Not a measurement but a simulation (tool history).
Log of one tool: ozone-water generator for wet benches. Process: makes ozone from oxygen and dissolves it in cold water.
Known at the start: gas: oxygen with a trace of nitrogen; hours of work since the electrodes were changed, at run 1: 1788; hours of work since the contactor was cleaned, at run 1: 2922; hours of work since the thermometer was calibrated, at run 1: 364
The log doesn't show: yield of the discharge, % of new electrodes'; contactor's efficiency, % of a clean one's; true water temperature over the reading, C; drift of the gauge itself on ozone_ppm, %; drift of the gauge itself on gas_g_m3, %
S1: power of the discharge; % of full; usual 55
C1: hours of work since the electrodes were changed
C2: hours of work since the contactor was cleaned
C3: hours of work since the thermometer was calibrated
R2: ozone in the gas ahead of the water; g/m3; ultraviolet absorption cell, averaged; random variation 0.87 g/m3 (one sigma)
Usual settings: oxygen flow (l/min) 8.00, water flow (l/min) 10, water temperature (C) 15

run 1 day=0.000 | S1=55 oxygen_flow_(l/min)=8.00 water_flow_(l/min)=10 water_temperature_(C)=15 | C1=1788 C2=2922 C3=364 | dissolved_ozone_(ppm)=27.0 R2=140.2
run 2 day=2.938 | S1=55 oxygen_flow_(l/min)=8.00 water_flow_(l/min)=10 water_temperature_(C)=15 | C1=1834 C2=2968 C3=410 | dissolved_ozone_(ppm)=27.0 R2=138.9
run 3 day=6.062 | S1=55 oxygen_flow_(l/min)=8.00 water_flow_(l/min)=10 water_temperature_(C)=15 | C1=1882 C2=3017 C3=459 | dissolved_ozone_(ppm)=26.9 R2=137.4
run 4 day=9.183 | S1=55 oxygen_flow_(l/min)=8.00 water_flow_(l/min)=9 water_temperature_(C)=15 | C1=1931 C2=3065 C3=508 | dissolved_ozone_(ppm)=28.6 R2=136.7
run 5 day=12.008 | S1=55 oxygen_flow_(l/min)=8.00 water_flow_(l/min)=9 water_temperature_(C)=15 | C1=1975 C2=3109 C3=552 | dissolved_ozone_(ppm)=28.1 R2=139.4
run 6 day=14.388 | S1=55 oxygen_flow_(l/min)=8.00 water_flow_(l/min)=10 water_temperature_(C)=22 | C1=2012 C2=3146 C3=589 | dissolved_ozone_(ppm)=22.7 R2=138.6
run 7 day=16.583 | S1=55 oxygen_flow_(l/min)=8.00 water_flow_(l/min)=10 water_temperature_(C)=22 | C1=2046 C2=3181 C3=623 | dissolved_ozone_(ppm)=22.5 R2=140.5
run 8 day=19.746 | S1=55 oxygen_flow_(l/min)=8.00 water_flow_(l/min)=10 water_temperature_(C)=22 | C1=2096 C2=3230 C3=672 | dissolved_ozone_(ppm)=22.8 R2=138.5
run 9 day=22.662 | S1=55 oxygen_flow_(l/min)=8.00 water_flow_(l/min)=10 water_temperature_(C)=8 | C1=2141 C2=3275 C3=718 | dissolved_ozone_(ppm)=31.0 R2=138.2
run 10 day=24.658 | S1=55 oxygen_flow_(l/min)=8.00 water_flow_(l/min)=10 water_temperature_(C)=8 | C1=2172 C2=3306 C3=749 | dissolved_ozone_(ppm)=30.8 R2=137.8
run 11 day=27.021 | S1=55 oxygen_flow_(l/min)=8.00 water_flow_(l/min)=10 water_temperature_(C)=15 | C1=2209 C2=3343 C3=786 | dissolved_ozone_(ppm)=26.2 R2=137.4
run 12 day=30.450 | S1=66 oxygen_flow_(l/min)=14.32 water_flow_(l/min)=6 water_temperature_(C)=13 | C1=2263 C2=3397 C3=839 | dissolved_ozone_(ppm)=31.2 R2=110.2
run 13 day=32.696 | S1=66 oxygen_flow_(l/min)=6.40 water_flow_(l/min)=9 water_temperature_(C)=12 | C1=2298 C2=3432 C3=874 | dissolved_ozone_(ppm)=36.5 R2=178.8
run 14 day=34.333 | S1=70 oxygen_flow_(l/min)=8.00 water_flow_(l/min)=15 water_temperature_(C)=19 | C1=2323 C2=3457 C3=900 | dissolved_ozone_(ppm)=22.4 R2=163.2
run 15 day=37.808 | S1=55 oxygen_flow_(l/min)=8.00 water_flow_(l/min)=7 water_temperature_(C)=15 | C1=2377 C2=3511 C3=954 | dissolved_ozone_(ppm)=31.6 R2=136.2
run 16 day=39.546 | S1=81 oxygen_flow_(l/min)=5.01 water_flow_(l/min)=10 water_temperature_(C)=10 | C1=2404 C2=3539 C3=981 | dissolved_ozone_(ppm)=42.6 R2=237.5
run 17 day=43.325 | S1=55 oxygen_flow_(l/min)=8.00 water_flow_(l/min)=10 water_temperature_(C)=15 | C1=2463 C2=3597 C3=1040 | dissolved_ozone_(ppm)=26.3 R2=137.2

The same runs without the tool's hidden state, with the same run-to-run variation:
run=1 dissolved_ozone_(ppm)=28.2 R2=143.8
run=2 dissolved_ozone_(ppm)=28.2 R2=142.6
run=3 dissolved_ozone_(ppm)=28.2 R2=141.2
run=4 dissolved_ozone_(ppm)=30.0 R2=140.5
run=5 dissolved_ozone_(ppm)=29.5 R2=143.3
run=6 dissolved_ozone_(ppm)=23.8 R2=142.7
run=7 dissolved_ozone_(ppm)=23.6 R2=144.7
run=8 dissolved_ozone_(ppm)=24.1 R2=142.7
run=9 dissolved_ozone_(ppm)=32.6 R2=142.4
run=10 dissolved_ozone_(ppm)=32.5 R2=142.2
run=11 dissolved_ozone_(ppm)=27.7 R2=141.8
run=12 dissolved_ozone_(ppm)=33.0 R2=114.5
run=13 dissolved_ozone_(ppm)=38.8 R2=185.8
run=14 dissolved_ozone_(ppm)=24.0 R2=170.0
run=15 dissolved_ozone_(ppm)=33.3 R2=141.0
run=16 dissolved_ozone_(ppm)=45.7 R2=248.7
run=17 dissolved_ozone_(ppm)=27.9 R2=142.2
